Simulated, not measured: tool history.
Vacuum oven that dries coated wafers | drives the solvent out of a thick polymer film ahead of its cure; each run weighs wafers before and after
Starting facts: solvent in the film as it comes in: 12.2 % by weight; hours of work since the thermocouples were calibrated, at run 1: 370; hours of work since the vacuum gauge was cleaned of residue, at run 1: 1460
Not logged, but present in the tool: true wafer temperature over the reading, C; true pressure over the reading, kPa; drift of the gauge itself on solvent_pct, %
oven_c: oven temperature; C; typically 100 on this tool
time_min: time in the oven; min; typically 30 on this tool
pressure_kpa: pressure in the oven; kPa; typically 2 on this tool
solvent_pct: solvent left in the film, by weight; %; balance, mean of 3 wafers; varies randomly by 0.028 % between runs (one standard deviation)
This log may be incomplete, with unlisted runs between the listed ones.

| run | hour | oven_c | time_min | pressure_kpa | hours of work since the thermocouples were calibrated | hours of work since the vacuum gauge was cleaned of residue | solvent_pct |
|---|---|---|---|---|---|---|---|
| 1 | 0 | 100 | 30 | 2 | 370 | 1460 | 1.95 |
| 2 | 39.4 | 100 | 30 | 2 | 393 | 1484 | 1.98 |
| 3 | 115.6 | 100 | 23 | 2 | 438 | 1529 | 2.67 |
| 4 | 181.6 | 100 | 30 | 3.15 | 477 | 1568 | 2.5 |
| 5 | 235.6 | 100 | 30 | 3.15 | 509 | 1600 | 2.52 |
| 6 | 267.4 | 100 | 30 | 3.15 | 528 | 1618 | 2.56 |
| 7 | 309.1 | 100 | 21 | 2 | 553 | 1643 | 3 |
| 8 | 375.9 | 100 | 38 | 2 | 592 | 1683 | 1.75 |
| 9 | 418.5 | 100 | 53 | 2 | 617 | 1708 | 1.31 |
| 10 | 456 | 100 | 30 | 2.08 | 640 | 1730 | 2.19 |
| 11 | 507.6 | 100 | 30 | 2.08 | 670 | 1760 | 2.17 |
| 12 | 573.5 | 100 | 30 | 2.08 | 709 | 1799 | 2.18 |
| 13 | 606.7 | 99 | 30 | 2 | 729 | 1819 | 2.37 |
| 14 | 666.4 | 99 | 30 | 2 | 764 | 1854 | 2.43 |
|  | 731.3 | oven's thermocouples calibrated |
| 15 | 734.7 | 100 | 30 | 2 | 2 | 1894 | 1.82 |
| 16 | 808.9 | 100 | 40 | 2 | 46 | 1938 | 1.49 |
| 17 | 846.8 | 100 | 40 | 2 | 68 | 1960 | 1.49 |
| 18 | 914 | 100 | 30 | 2.26 | 108 | 2000 | 2.07 |
|  | 920.6 | vacuum gauge cleaned of residue and calibrated |
| 19 | 981 | 94 | 30 | 2.26 | 147 | 36 | 3.47 |
| 20 | 1021.8 | 100 | 49 | 2 | 171 | 60 | 1.5 |
| 21 | 1097.9 | 99 | 49 | 2 | 216 | 105 | 1.6 |
| 22 | 1137.6 | 99 | 49 | 2 | 239 | 128 | 1.6 |
|  | 1191.5 | vacuum gauge cleaned of residue and calibrated, once more |
| 23 | 1213.1 | 99 | 30 | 2 | 283 | 13 | 1.86 |
| 24 | 1271.8 | 99 | 30 | 2 | 318 | 47 | 1.9 |
| 25 | 1347.4 | 94 | 20 | 2 | 363 | 92 | 4.25 |
| 26 | 1383.4 | 100 | 33 | 7.81 | 384 | 114 | 3.89 |
| 27 | 1416 | 106 | 30 | 2 | 403 | 133 | 0.98 |
| 28 | 1477.7 | 106 | 41 | 2 | 440 | 169 | 0.8 |
| 29 | 1512.3 | 92 | 37 | 6.09 | 460 | 190 | 4.82 |
| 30 | 1577.5 | 100 | 44 | 1.27 | 499 | 228 | 0.85 |
| 31 | 1608.7 | 102 | 24 | 2.31 | 517 | 247 | 2.08 |
| 32 | 1659 | 102 | 24 | 2.31 | 547 | 277 | 2.05 |
| 33 | 1721.5 | 102 | 17 | 1.03 | 584 | 314 | 2.63 |
| 34 | 1765.3 | 102 | 17 | 1.03 | 610 | 340 | 2.7 |
| 35 | 1813.7 | 89 | 41 | 4.1 | 639 | 368 | 4.58 |
| 36 | 1845.1 | 88 | 19 | 4.1 | 657 | 387 | 6.94 |
| 37 | 1888.5 | 88 | 19 | 4.1 | 683 | 412 | 6.92 |
| 38 | 1922.4 | 98 | 26 | 3.16 | 703 | 432 | 3.11 |
| 39 | 1994.8 | 96 | 41 | 5.23 | 746 | 475 | 3.47 |
| 40 | 2033.7 | 103 | 54 | 5.48 | 769 | 498 | 2.25 |
| 41 | 2067.2 | 100 | 30 | 6.4 | 789 | 518 | 3.64 |
|  | 2091.2 | oven's thermocouples calibrated |
| 42 | 2115 | 90 | 30 | 4.83 | 14 | 545 | 4.99 |
| 43 | 2184.6 | 103 | 34 | 1.48 | 55 | 586 | 0.93 |
| 44 | 2233.7 | 91 | 16 | 2 | 84 | 615 | 5.65 |
| 45 | 2291.7 | 91 | 16 | 2 | 119 | 650 | 5.57 |
| 46 | 2363.5 | 102 | 23 | 6.86 | 161 | 692 | 3.52 |

What if the next run were any one of these 4? Each begins from the tool's condition after run 46:
| A | 2423.3 | 100 | 36 | 2 | 196 | 728 | ? |
| B | 2423.3 | 100 | 20 | 3.05 | 196 | 728 | ? |
| C | 2423.3 | 111 | 15 | 3.84 | 196 | 728 | ? |
| D | 2423.3 | 100 | 40 | 2 | 196 | 728 | ? |

| run | solvent_pct |
|---|---|
| A | 1.42 |
| B | 3.04 |
| C | 1.83 |
| D | 1.26 |
Without the tool's unlogged condition, the same runs would have read:
| run | solvent_pct |
|---|---|
| A | 1.32 |
| B | 2.95 |
| C | 1.77 |
| D | 1.16 |
